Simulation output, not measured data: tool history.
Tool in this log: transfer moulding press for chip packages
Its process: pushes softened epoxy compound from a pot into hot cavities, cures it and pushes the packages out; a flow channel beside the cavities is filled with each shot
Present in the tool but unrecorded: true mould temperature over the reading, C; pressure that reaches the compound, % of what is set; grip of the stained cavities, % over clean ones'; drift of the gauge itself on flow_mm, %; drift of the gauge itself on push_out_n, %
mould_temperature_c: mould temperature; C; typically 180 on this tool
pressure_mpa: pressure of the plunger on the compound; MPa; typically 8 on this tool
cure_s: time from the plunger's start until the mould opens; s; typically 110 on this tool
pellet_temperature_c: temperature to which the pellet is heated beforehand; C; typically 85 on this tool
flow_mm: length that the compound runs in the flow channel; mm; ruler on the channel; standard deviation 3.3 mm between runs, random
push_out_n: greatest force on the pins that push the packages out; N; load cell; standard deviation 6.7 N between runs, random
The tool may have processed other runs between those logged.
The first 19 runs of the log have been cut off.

| run | hour | mould_temperature_c | pressure_mpa | cure_s | pellet_temperature_c | hours of work since the mould's thermocouples were calibrated | shots since the plunger's rings were changed | shots since the cavities were cleaned | incoming compound's hours out of the cold store | flow_mm | push_out_n |
|---|---|---|---|---|---|---|---|---|---|---|---|
| 20 | 133 | 180 | 8 | 125 | 85 | 148 | 2415 | 613 | 14.3 | 976 | 222 |
| 21 | 138.8 | 180 | 7.75 | 125 | 82 | 151 | 2470 | 668 | 11.9 | 966 | 226 |
| 22 | 143.2 | 180 | 7.75 | 125 | 82 | 153 | 2512 | 710 | 27.1 | 896 | 218 |
| 23 | 150.5 | 176 | 9.4 | 106 | 81 | 157 | 2581 | 779 | 17.3 | 1055 | 371 |
| 24 | 157.9 | 175 | 8 | 110 | 85 | 161 | 2652 | 850 | 10.5 | 1013 | 372 |
| 25 | 162.4 | 183 | 7.25 | 110 | 83 | 164 | 2696 | 894 | 27.4 | 861 | 236 |
| 26 | 167.8 | 177 | 7.25 | 105 | 87 | 167 | 2746 | 944 | 15.8 | 925 | 356 |
|  | 177.1 | cavities cleaned with cleaning compound and waxed |
| 27 | 178.4 | 178 | 7.25 | 137 | 77 | 171 | 2833 | 12 | 11.2 | 953 | 206 |
| 28 | 185.4 | 179 | 6.7 | 112 | 77 | 175 | 2900 | 79 | 31.1 | 826 | 268 |
| 29 | 189.9 | 178 | 7.92 | 110 | 83 | 178 | 2943 | 122 | 47.6 | 834 | 269 |
| 30 | 196.4 | 185 | 9.62 | 94 | 83 | 181 | 3005 | 184 | 16.7 | 1037 | 276 |

Branching from run 30: 3 alternative next runs. What would each branch give?
| A | 203.9 | 180 | 8.81 | 134 | 76 | 185 | 3076 | 255 | 11.3 | ? | ? |
| B | 203.9 | 185 | 9.62 | 94 | 79 | 185 | 3076 | 255 | 29.6 | ? | ? |
| C | 203.9 | 180 | 7.35 | 110 | 85 | 185 | 3076 | 255 | 28.6 | ? | ? |

| run | flow_mm | push_out_n |
|---|---|---|
| A | 1029 | 207 |
| B | 971 | 284 |
| C | 866 | 256 |
The same runs, with their run-to-run variation unchanged, on a tool lacking any hidden condition would have given:
| run | flow_mm | push_out_n |
|---|---|---|
| A | 1030 | 206 |
| B | 972 | 284 |
| C | 866 | 256 |
